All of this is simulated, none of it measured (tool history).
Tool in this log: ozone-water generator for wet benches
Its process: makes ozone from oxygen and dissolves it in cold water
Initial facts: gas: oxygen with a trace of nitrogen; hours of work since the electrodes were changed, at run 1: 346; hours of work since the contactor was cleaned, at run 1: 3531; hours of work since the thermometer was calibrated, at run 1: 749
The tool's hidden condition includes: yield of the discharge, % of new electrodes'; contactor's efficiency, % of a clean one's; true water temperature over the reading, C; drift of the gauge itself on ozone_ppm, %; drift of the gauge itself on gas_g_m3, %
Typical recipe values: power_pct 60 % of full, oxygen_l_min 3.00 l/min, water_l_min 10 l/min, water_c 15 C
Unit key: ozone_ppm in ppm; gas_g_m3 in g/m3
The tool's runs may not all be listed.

run	hour	power_pct	oxygen_l_min	water_l_min	water_c	hours of work since the electrodes were changed	hours of work since the contactor was cleaned	hours of work since the thermometer was calibrated	ozone_ppm	gas_g_m3
1	0.0	60	3.00	10	15	346	3531	749	20.6	166.6
2	64.8	60	1.64	10	15	387	3573	791	20.5	245.1
3	104.7	60	1.64	10	15	413	3599	817	20.5	243.1
4	156.1	60	3.00	10	15	446	3632	850	20.4	167.3
5	201.7	60	3.00	10	15	475	3661	879	20.4	167.3
6	239.9	60	3.00	10	15	500	3685	903	20.5	166.8
7	273.4	60	3.00	14	15	521	3707	925	15.4	165.5
8	338.9	60	3.00	14	15	563	3749	967	15.3	166.2
9	382.0	60	3.00	14	15	591	3777	995	15.5	166.8
10	455.1	60	3.00	10	16	638	3824	1042	20.2	166.1
11	493.1	60	3.00	10	16	662	3848	1066	20.0	167.0
12	528.1	60	3.00	10	16	685	3871	1089	20.1	166.8
13	598.7	60	3.00	10	16	730	3916	1134	20.2	165.1
14	657.5	60	3.00	10	15	768	3954	1172	20.2	167.0
15	714.1	60	3.00	10	15	805	3990	1208	20.3	166.6
16	763.8	60	3.00	10	15	836	4022	1240	20.2	165.6
17	819.6	60	3.00	9	15	872	4058	1276	21.9	165.0
18	876.5	78	4.44	13	13	909	4095	1313	18.8	149.2
19	922.6	78	1.87	14	19	939	4124	1342	16.4	251.9
20	976.3	48	3.66	14	19	973	4159	1377	12.6	128.3
21	1022.8	48	3.66	14	9	1003	4189	1407	14.4	130.4
22	1091.9	79	3.66	14	12	1047	4233	1451	18.1	166.8
23	1131.3	60	5.02	13	15	1073	4258	1476	15.2	120.3
24	1186.3	60	3.00	12	15	1108	4294	1512	17.2	165.6
25	1254.8	60	2.22	12	21	1152	4338	1556	16.0	197.7
26	1287.5	58	1.64	9	8	1173	4359	1577	23.8	236.8
27	1355.7	60	3.73	10	7	1217	4403	1621	22.1	145.2
28	1404.8	49	3.00	8	15	1248	4434	1652	21.3	146.8
29	1458.0	49	3.00	8	15	1283	4468	1686	21.4	147.5
30	1498.3	88	3.00	8	15	1309	4494	1712	28.3	200.7
31	1535.0	60	5.39	10	15	1332	4518	1736	18.7	115.3
32	1606.8	59	1.69	7	7	1378	4564	1782	30.5	232.0

Here are 5 independent what-if runs from the current tool condition. What would each one return?
A	1640.0	48	1.69	7	11	1400	4585	1803	?	?
B	1640.0	42	1.69	7	7	1400	4585	1803	?	?
C	1640.0	99	2.10	7	8	1400	4585	1803	?	?
D	1640.0	54	1.69	8	7	1400	4585	1803	?	?
E	1640.0	60	2.92	10	15	1400	4585	1803	?	?

run	ozone_ppm	gas_g_m3
A	25.9	209.6
B	25.0	194.2
C	38.0	263.1
D	25.7	223.7
E	20.1	167.9
Stripped of hidden state, with their random variation kept, the same runs would have yielded:
run	ozone_ppm	gas_g_m3
A	27.2	214.1
B	26.2	198.0
C	40.4	271.4
D	27.1	228.8
E	21.4	172.0
